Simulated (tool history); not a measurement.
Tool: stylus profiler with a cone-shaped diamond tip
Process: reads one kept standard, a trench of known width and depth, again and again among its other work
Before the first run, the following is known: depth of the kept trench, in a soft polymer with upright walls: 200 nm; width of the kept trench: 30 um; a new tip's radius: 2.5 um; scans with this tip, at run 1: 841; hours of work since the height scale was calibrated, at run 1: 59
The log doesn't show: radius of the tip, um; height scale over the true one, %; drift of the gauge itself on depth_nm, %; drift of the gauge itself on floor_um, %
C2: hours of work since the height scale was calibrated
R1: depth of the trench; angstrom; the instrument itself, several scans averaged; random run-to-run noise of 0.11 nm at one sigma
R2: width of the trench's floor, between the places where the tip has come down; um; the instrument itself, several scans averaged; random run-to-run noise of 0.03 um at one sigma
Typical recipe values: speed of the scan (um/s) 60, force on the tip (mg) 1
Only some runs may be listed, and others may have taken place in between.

{"run": 1, "hour": 0.0, "speed of the scan (um/s)": 60, "force on the tip (mg)": 1, "scans with this tip": 841, "C2": 59, "R1": 2018.1, "R2": 27.46}
{"run": 2, "hour": 14.3, "speed of the scan (um/s)": 60, "force on the tip (mg)": 1, "scans with this tip": 951, "C2": 66, "R1": 2017.9, "R2": 27.43}
{"run": 3, "hour": 24.2, "speed of the scan (um/s)": 60, "force on the tip (mg)": 1.77, "scans with this tip": 1027, "C2": 72, "R1": 2025.1, "R2": 27.61}
{"run": 4, "hour": 37.4, "speed of the scan (um/s)": 60, "force on the tip (mg)": 1.77, "scans with this tip": 1129, "C2": 79, "R1": 2024.8, "R2": 27.55}
{"run": 5, "hour": 47.5, "speed of the scan (um/s)": 60, "force on the tip (mg)": 1.77, "scans with this tip": 1206, "C2": 84, "R1": 2024.7, "R2": 27.56}
{"run": 6, "hour": 68.8, "speed of the scan (um/s)": 60, "force on the tip (mg)": 1.75, "scans with this tip": 1370, "C2": 96, "R1": 2025, "R2": 27.54}
{"run": 7, "hour": 84.9, "speed of the scan (um/s)": 60, "force on the tip (mg)": 0.65, "scans with this tip": 1494, "C2": 104, "R1": 2012.4, "R2": 27.3}
{"run": 8, "hour": 101.9, "speed of the scan (um/s)": 60, "force on the tip (mg)": 0.63, "scans with this tip": 1624, "C2": 113, "R1": 2013.2, "R2": 27.27}
{"run": 9, "hour": 122.2, "speed of the scan (um/s)": 60, "force on the tip (mg)": 0.63, "scans with this tip": 1780, "C2": 124, "R1": 2013.9, "R2": 27.21}
{"run": 10, "hour": 146.2, "speed of the scan (um/s)": 60, "force on the tip (mg)": 0.63, "scans with this tip": 1965, "C2": 137, "R1": 2015.2, "R2": 27.17}
{"run": 11, "hour": 169.6, "speed of the scan (um/s)": 60, "force on the tip (mg)": 0.63, "scans with this tip": 2144, "C2": 150, "R1": 2015.6, "R2": 27.2}
{"run": 12, "hour": 186.8, "speed of the scan (um/s)": 60, "force on the tip (mg)": 2.92, "scans with this tip": 2277, "C2": 159, "R1": 2036.1, "R2": 27.44}
{"run": 13, "hour": 208.5, "speed of the scan (um/s)": 25, "force on the tip (mg)": 1, "scans with this tip": 2444, "C2": 171, "R1": 2018.7, "R2": 27.48}
{"run": 14, "hour": 223.4, "speed of the scan (um/s)": 25, "force on the tip (mg)": 1, "scans with this tip": 2558, "C2": 178, "R1": 2018.9, "R2": 27.39}
{"run": 15, "hour": 246.7, "speed of the scan (um/s)": 60, "force on the tip (mg)": 0.51, "scans with this tip": 2737, "C2": 191, "R1": 2013.2, "R2": 26.99}
{"run": 16, "hour": 260.9, "speed of the scan (um/s)": 60, "force on the tip (mg)": 1.54, "scans with this tip": 2846, "C2": 199, "R1": 2024.9, "R2": 27.22}
{"run": 17, "hour": 272.3, "speed of the scan (um/s)": 60, "force on the tip (mg)": 1.54, "scans with this tip": 2934, "C2": 205, "R1": 2025.6, "R2": 27.26}
{"run": 18, "hour": 294.5, "speed of the scan (um/s)": 60, "force on the tip (mg)": 1, "scans with this tip": 3104, "C2": 217, "R1": 2019.7, "R2": 27}
{"run": 19, "hour": 317.2, "speed of the scan (um/s)": 60, "force on the tip (mg)": 1, "scans with this tip": 3279, "C2": 229, "R1": 2018, "R2": 27.08}
{"run": 20, "hour": 340.3, "speed of the scan (um/s)": 60, "force on the tip (mg)": 1, "scans with this tip": 3456, "C2": 241, "R1": 2018.3, "R2": 27.05}
{"run": 21, "hour": 351.2, "speed of the scan (um/s)": 60, "force on the tip (mg)": 1, "scans with this tip": 3540, "C2": 247, "R1": 2016.1, "R2": 27.03}
{"run": 22, "hour": 373.3, "speed of the scan (um/s)": 60, "force on the tip (mg)": 1, "scans with this tip": 3710, "C2": 259, "R1": 2019.3, "R2": 27.06}
{"run": 23, "hour": 392.8, "speed of the scan (um/s)": 106, "force on the tip (mg)": 1, "scans with this tip": 3859, "C2": 269, "R1": 2018.8, "R2": 26.7}
{"run": 24, "hour": 404.9, "speed of the scan (um/s)": 106, "force on the tip (mg)": 1, "scans with this tip": 3952, "C2": 276, "R1": 2018.1, "R2": 26.7}
{"run": 25, "hour": 416.6, "speed of the scan (um/s)": 17, "force on the tip (mg)": 2.23, "scans with this tip": 4042, "C2": 282, "R1": 2031.2, "R2": 27.34}
{"run": 26, "hour": 437.1, "speed of the scan (um/s)": 78, "force on the tip (mg)": 2.46, "scans with this tip": 4199, "C2": 293, "R1": 2032.9, "R2": 27.04}
{"run": 27, "hour": 455.7, "speed of the scan (um/s)": 48, "force on the tip (mg)": 0.34, "scans with this tip": 4343, "C2": 303, "R1": 2012.2, "R2": 26.81}
{"run": 28, "hour": 474.5, "speed of the scan (um/s)": 16, "force on the tip (mg)": 2.06, "scans with this tip": 4487, "C2": 313, "R1": 2029.2, "R2": 27.31}
{"run": 29, "hour": 494.3, "speed of the scan (um/s)": 19, "force on the tip (mg)": 0.81, "scans with this tip": 4639, "C2": 324, "R1": 2019, "R2": 27.18}
{"run": 30, "hour": 506.5, "speed of the scan (um/s)": 26, "force on the tip (mg)": 1.74, "scans with this tip": 4733, "C2": 330, "R1": 2026.2, "R2": 27.12}
{"run": 31, "hour": 530.5, "speed of the scan (um/s)": 26, "force on the tip (mg)": 1.74, "scans with this tip": 4917, "C2": 343, "R1": 2028.6, "R2": 27.18}
{"run": 32, "hour": 553.6, "speed of the scan (um/s)": 30, "force on the tip (mg)": 0.35, "scans with this tip": 5095, "C2": 356, "R1": 2012.7, "R2": 26.88}
{"run": 33, "hour": 568.9, "speed of the scan (um/s)": 60, "force on the tip (mg)": 0.98, "scans with this tip": 5212, "C2": 364, "R1": 2020.6, "R2": 26.8}
{"run": 34, "hour": 582.3, "speed of the scan (um/s)": 32, "force on the tip (mg)": 2.73, "scans with this tip": 5315, "C2": 371, "R1": 2036.1, "R2": 27.06}
{"run": 35, "hour": 593.9, "speed of the scan (um/s)": 32, "force on the tip (mg)": 2.73, "scans with this tip": 5405, "C2": 377, "R1": 2038.1, "R2": 27.12}
{"run": 36, "hour": 605.1, "speed of the scan (um/s)": 25, "force on the tip (mg)": 2.01, "scans with this tip": 5491, "C2": 383, "R1": 2029.6, "R2": 27.11}
{"run": 37, "hour": 614.8, "speed of the scan (um/s)": 127, "force on the tip (mg)": 1.37, "scans with this tip": 5565, "C2": 388, "R1": 2025.3, "R2": 26.42}
{"run": 38, "hour": 638.6, "speed of the scan (um/s)": 27, "force on the tip (mg)": 1.11, "scans with this tip": 5748, "C2": 401, "R1": 2022.8, "R2": 27}
{"run": 39, "hour": 660.6, "speed of the scan (um/s)": 27, "force on the tip (mg)": 1.18, "scans with this tip": 5917, "C2": 413, "R1": 2024.9, "R2": 26.95}
{"run": 40, "hour": 673.5, "speed of the scan (um/s)": 78, "force on the tip (mg)": 0.61, "scans with this tip": 6016, "C2": 420, "R1": 2014.5, "R2": 26.39}
{"run": 41, "hour": 690.4, "speed of the scan (um/s)": 78, "force on the tip (mg)": 0.61, "scans with this tip": 6146, "C2": 429, "R1": 2016, "R2": 26.39}
{"run": 42, "hour": 708.3, "speed of the scan (um/s)": 107, "force on the tip (mg)": 1, "scans with this tip": 6284, "C2": 439, "R1": 2020.7, "R2": 26.35}
{"run": 43, "hour": 718.8, "speed of the scan (um/s)": 238, "force on the tip (mg)": 2.96, "scans with this tip": 6364, "C2": 444, "R1": 2038.9, "R2": 26.14}
{"run": 44, "hour": 731.9, "speed of the scan (um/s)": 238, "force on the tip (mg)": 2.96, "scans with this tip": 6464, "C2": 451, "R1": 2038.4, "R2": 26.03}
{"run": 45, "hour": 751.4, "speed of the scan (um/s)": 238, "force on the tip (mg)": 2.96, "scans with this tip": 6614, "C2": 462, "R1": 2040.9, "R2": 26.08}
{"run": 46, "hour": 774.7, "speed of the scan (um/s)": 74, "force on the tip (mg)": 1.71, "scans with this tip": 6794, "C2": 474, "R1": 2028.7, "R2": 26.63}
{"run": 47, "hour": 790.6, "speed of the scan (um/s)": 74, "force on the tip (mg)": 1.71, "scans with this tip": 6916, "C2": 483, "R1": 2026.1, "R2": 26.6}

Below, some changes in R1 between adjacent runs. For each, the amount present without the hidden state too (settings, incoming material, random variation) and the amount remaining for the hidden state with gauge scatter not shared by both compared results:
Run 5 -> 6: force on the tip (mg) 1.77 -> 1.75. R1 +0.3 angstrom: hidden state +0.2, all else +0.1.
Run 8 -> 9: no setting touched and nothing written in the log between the runs. R1 +0.7 angstrom: hidden state +0.2, all else +0.5.
Run 11 -> 12: force on the tip (mg) 0.63 -> 2.92. R1 +20.5 angstrom: hidden state +0.1, all else +20.4.
Run 19 -> 20: no setting touched and nothing written in the log between the runs. R1 +0.3 angstrom: hidden state +0.2, all else +0.1.
Run 26 -> 27: speed of the scan (um/s) 78 -> 48, force on the tip (mg) 2.46 -> 0.34. R1 -20.7 angstrom: hidden state +0, all else -20.7.
Run 42 -> 43: speed of the scan (um/s) 107 -> 238, force on the tip (mg) 1 -> 2.96. R1 +18.2 angstrom: hidden state +0.2, all else +18.
